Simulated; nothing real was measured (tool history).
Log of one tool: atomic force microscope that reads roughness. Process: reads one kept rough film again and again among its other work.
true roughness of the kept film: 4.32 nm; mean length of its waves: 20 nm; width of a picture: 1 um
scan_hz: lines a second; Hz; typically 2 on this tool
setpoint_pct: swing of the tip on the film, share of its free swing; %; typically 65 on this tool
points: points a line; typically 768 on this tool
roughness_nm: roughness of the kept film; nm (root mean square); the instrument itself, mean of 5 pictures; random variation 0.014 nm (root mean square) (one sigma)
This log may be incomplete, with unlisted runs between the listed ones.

run   hour  scan_hz  setpoint_pct  points  roughness_nm
  1      0        2            65     768          2.04
  2     24        2            65     768         1.816
      39.2  -- new tip fitted
  3   68.7        2            65     768         2.547
  4     96        2            65     768         2.167
  5  132.7        2            57     768         1.833
     147.5  -- new tip fitted
  6  177.6        2            57     768         2.616
  7  224.6        2            65     768          1.95
     255.8  -- new tip fitted
  8  257.1        2            65     768         3.184
  9  304.4        2            65     768         2.375
 10    350        2            65     768         1.853
     365.1  -- new tip fitted
 11  396.5        2            65     768         2.546
 12  418.8        2            65     768         2.244
 13  445.4        2            65     473         1.911
 14  468.1        2            65     768         1.718
       475  -- new tip fitted
 15  492.5        2            65     768         2.857
 16  518.6        2            65     768         2.388
 17    558        2            65     768         1.931
     585.9  -- new tip fitted
 18  586.7        2            65     768         3.141
 19  634.9     1.21            57     382         2.312
 20  664.6     1.71            65     299         1.903
     693.6  -- new tip fitted
 21  712.9     1.35            69     768         2.772
 22  756.7     1.35            69     768         2.127
 23  795.8        2            58     768         1.744
     802.6  -- new tip fitted
 24    830        2            80     377         2.476
 25  855.2     3.67            61     765         2.194
 26    886     0.79            61     856         1.939

For run 27, what comes out?
     912.3  -- new tip fitted
 27  913.6     1.42            65     561             ?

For run 27 the tool returned roughness_nm 3.135 nm (root mean square).
With no hidden state in the tool, this same run would have given roughness_nm 3.214 nm (root mean square).
